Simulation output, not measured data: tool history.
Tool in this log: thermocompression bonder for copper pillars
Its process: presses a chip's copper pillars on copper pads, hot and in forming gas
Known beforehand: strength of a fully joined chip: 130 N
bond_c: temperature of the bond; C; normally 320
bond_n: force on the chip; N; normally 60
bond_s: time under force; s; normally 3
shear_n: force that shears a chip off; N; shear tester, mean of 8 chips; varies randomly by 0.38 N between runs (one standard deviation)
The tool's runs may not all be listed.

run	day	bond_c	bond_n	bond_s	shear_n
1	0.000	320	60	3	61.8
2	0.421	320	60	3	61.0
3	0.733	320	60	3	60.9
4	0.967	313	60	3	56.8
5	1.283	313	60	3	56.6
# day 1.538: forming gas filter changed
6	1.550	313	60	3	61.4
# day 1.779: force cell calibrated
7	1.842	313	60	3	59.0
8	2.171	313	60	3	58.3
# day 2.283: heater calibrated with a thermocouple chip
9	2.462	313	60	3	58.2
10	2.817	305	60	3	53.4
11	3.158	305	60	3	53.2
12	3.575	317	37	6	49.5
13	3.933	317	37	6	49.2
14	4.146	317	37	6	48.6
# day 4.317: heater calibrated with a thermocouple chip, once more
15	4.554	345	39	6	70.6
16	4.992	345	39	6	69.6
17	5.333	345	39	6	69.8
18	5.638	345	39	6	69.7

What if the next run were any one of these 3? Each begins from the tool's condition after run 18:
A	6.050	330	82	6	?
B	6.050	315	39	2	?
C	6.050	320	60	2	?

run	shear_n
A	102.7
B	32.4
C	54.4
Take away the tool's hidden state, keep each run's random variation, and the runs would have read:
run	shear_n
A	105.4
B	33.4
C	56.0
